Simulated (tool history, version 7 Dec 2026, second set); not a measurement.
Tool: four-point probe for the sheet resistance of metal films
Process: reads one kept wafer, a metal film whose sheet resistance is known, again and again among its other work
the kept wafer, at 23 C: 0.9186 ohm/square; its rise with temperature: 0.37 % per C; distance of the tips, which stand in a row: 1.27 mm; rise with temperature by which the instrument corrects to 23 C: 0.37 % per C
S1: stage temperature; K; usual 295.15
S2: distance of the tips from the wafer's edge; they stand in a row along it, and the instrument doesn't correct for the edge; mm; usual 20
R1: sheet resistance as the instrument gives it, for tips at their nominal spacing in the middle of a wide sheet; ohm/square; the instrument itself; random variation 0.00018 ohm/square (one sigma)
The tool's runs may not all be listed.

| run | hour | S1 | S2 | R1 |
|---|---|---|---|---|
| 1 | 0 | 295.15 | 20 | 0.920139 |
| 2 | 91.1 | 295.15 | 20 | 0.920124 |
| 3 | 175.4 | 295.15 | 69 | 0.918499 |
| 4 | 232.8 | 295.15 | 69 | 0.917782 |
|  | 314.8 | stage's thermometer calibrated |
| 5 | 365 | 295.15 | 69 | 0.917678 |
| 6 | 474.1 | 295.15 | 69 | 0.917377 |
| 7 | 580.1 | 295.15 | 69 | 0.917042 |
| 8 | 682.3 | 295.15 | 69 | 0.916718 |
|  | 709.9 | stage's thermometer calibrated, once more |
| 9 | 758.3 | 295.15 | 69 | 0.918991 |
| 10 | 873.5 | 295.15 | 20 | 0.920583 |
| 11 | 927.6 | 295.15 | 20 | 0.920108 |
| 12 | 1050.5 | 295.15 | 20 | 0.919609 |
| 13 | 1107.7 | 295.15 | 49 | 0.918365 |
| 14 | 1164.2 | 295.15 | 49 | 0.918073 |
| 15 | 1291.5 | 295.15 | 24 | 0.918851 |
| 16 | 1417 | 303.15 | 20 | 0.919935 |
| 17 | 1497.1 | 303.15 | 20 | 0.919466 |
| 18 | 1579.8 | 303.15 | 20 | 0.919213 |
| 19 | 1683.9 | 303.15 | 20 | 0.919439 |
| 20 | 1773.5 | 295.15 | 20 | 0.918658 |
| 21 | 1878.9 | 295.15 | 20 | 0.917942 |
| 22 | 1987.7 | 307.15 | 20 | 0.918584 |
| 23 | 2055.8 | 294.15 | 20 | 0.918018 |
| 24 | 2146.4 | 294.15 | 10 | 0.923994 |
| 25 | 2245.3 | 295.15 | 17 | 0.91852 |
| 26 | 2362.8 | 295.15 | 17 | 0.918053 |
| 27 | 2459.1 | 295.15 | 17 | 0.917512 |
|  | 2510.9 | stage's thermometer calibrated |
| 28 | 2586.5 | 295.15 | 17 | 0.919234 |
| 29 | 2679.8 | 306.15 | 32 | 0.917268 |
| 30 | 2781.2 | 306.15 | 32 | 0.917514 |
| 31 | 2851.6 | 292.15 | 23 | 0.916933 |
| 32 | 2969.6 | 307.15 | 4 | 0.963169 |
| 33 | 3038.9 | 302.15 | 6 | 0.937435 |
| 34 | 3149.9 | 301.15 | 13 | 0.920515 |
| 35 | 3245.7 | 301.15 | 13 | 0.919963 |
| 36 | 3377.4 | 301.15 | 13 | 0.91977 |
| 37 | 3430.8 | 298.15 | 4 | 0.961914 |
| 38 | 3498.4 | 292.15 | 3 | 0.994295 |
| 39 | 3612.3 | 292.15 | 3 | 0.994029 |
| 40 | 3737.4 | 292.15 | 3 | 0.993561 |
| 41 | 3802.8 | 293.15 | 53 | 0.914144 |
| 42 | 3856.3 | 301.15 | 7 | 0.930091 |
| 43 | 3970 | 307.15 | 20 | 0.916247 |
| 44 | 4026.1 | 294.15 | 42 | 0.91369 |
| 45 | 4135.4 | 294.15 | 42 | 0.913641 |

3 ways to go on from here, each from the tool as it stands after run 45. What would each give?
| A | 4201 | 295.15 | 22 | ? |
| B | 4201 | 295.15 | 42 | ? |
| C | 4201 | 292.15 | 20 | ? |

| run | R1 |
|---|---|
| A | 0.914472 |
| B | 0.913309 |
| C | 0.914797 |
Without the tool's hidden state the same runs would have given:
| run | R1 |
|---|---|
| A | 0.920053 |
| B | 0.918883 |
| C | 0.920394 |

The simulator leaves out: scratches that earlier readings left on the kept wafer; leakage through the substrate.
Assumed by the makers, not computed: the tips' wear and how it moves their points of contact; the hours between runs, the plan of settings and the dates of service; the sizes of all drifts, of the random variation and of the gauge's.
